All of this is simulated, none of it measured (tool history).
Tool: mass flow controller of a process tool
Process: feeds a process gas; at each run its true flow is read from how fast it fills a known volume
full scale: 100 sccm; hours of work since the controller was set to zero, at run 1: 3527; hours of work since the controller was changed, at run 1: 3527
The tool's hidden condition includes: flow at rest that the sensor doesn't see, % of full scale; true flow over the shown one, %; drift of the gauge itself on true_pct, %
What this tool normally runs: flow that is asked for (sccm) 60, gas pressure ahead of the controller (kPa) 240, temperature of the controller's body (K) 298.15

run	hour	flow that is asked for (sccm)	gas pressure ahead of the controller (kPa)	temperature of the controller's body (K)	hours of work since the controller was set to zero	hours of work since the controller was changed	true flow (%)
1	0.0	60	240	298.15	3527	3527	98.90
2	162.9	60	240	298.15	3609	3609	98.79
3	437.1	60	240	298.15	3747	3747	98.76
4	750.1	60	240	298.15	3904	3904	98.75
5	1061.9	60	240	298.15	4060	4060	98.72
6	1191.3	60	240	298.15	4125	4125	98.76
7	1416.9	60	240	298.15	4238	4238	98.74
8	1684.3	60	255	298.15	4373	4373	98.83
9	1892.5	60	255	298.15	4477	4477	98.74
10	2172.4	60	255	298.15	4618	4618	98.85
11	2366.0	60	240	298.15	4715	4715	98.68
12	2616.5	60	240	298.15	4841	4841	98.82
13	2787.0	60	240	298.15	4926	4926	98.59
14	3024.2	60	240	298.15	5045	5045	98.69
15	3153.6	60	240	298.15	5110	5110	98.78
16	3429.7	60	240	298.15	5249	5249	98.70
17	3599.6	60	240	298.15	5334	5334	98.64
18	3895.0	60	240	298.15	5483	5483	98.72
19	4154.7	60	240	298.15	5613	5613	98.80
20	4381.0	60	154	298.15	5726	5726	98.65
21	4661.0	60	240	298.15	5867	5867	98.66
22	4955.1	60	240	298.15	6015	6015	98.78
23	5149.5	40	240	298.15	6112	6112	99.09
# hour 5163.0: controller's zero set anew
24	5446.7	40	240	298.15	142	6261	100.24
25	5679.4	40	240	298.15	259	6378	100.16
26	5818.7	60	223	299.15	329	6448	99.43
# hour 5895.1: controller's zero set anew, once more
27	5978.4	26	182	293.15	42	6528	95.55
28	6155.2	26	186	302.15	131	6617	96.18
29	6413.2	19	280	298.15	260	6746	96.17
30	6591.1	19	280	298.15	349	6836	96.08
31	6866.6	19	280	298.15	488	6974	96.31
32	7142.7	64	212	298.15	626	7112	96.84
33	7276.2	64	212	298.15	693	7179	96.74
34	7562.4	64	212	298.15	837	7323	96.68
35	7819.5	43	274	298.15	966	7452	96.37
36	8029.0	38	240	298.15	1071	7557	96.31
37	8182.3	60	240	299.15	1148	7634	96.68
38	8479.7	12	149	298.15	1298	7784	97.38
39	8697.5	12	149	298.15	1407	7893	97.45
40	8855.7	12	149	298.15	1486	7972	97.57
41	9019.1	36	234	303.15	1568	8054	96.60
42	9240.7	19	194	304.15	1680	8166	97.19
43	9495.5	19	194	304.15	1808	8294	97.23
44	9636.7	24	235	299.15	1878	8365	96.90
45	9943.6	16	256	296.15	2032	8519	97.48
46	10093.9	34	222	296.15	2108	8594	96.43
47	10333.8	39	267	296.15	2228	8714	96.48

Forecast each of these 3 alternatives for the next run:
A	10605.8	32	267	296.15	2365	8851	?
B	10605.8	92	226	300.15	2365	8851	?
C	10605.8	60	240	294.15	2365	8851	?

run	true flow (%)
A	96.52
B	97.36
C	96.42
The same runs, with their run-to-run variation unchanged, on a tool lacking any hidden condition would have given:
run	true flow (%)
A	98.11
B	100.02
C	98.77
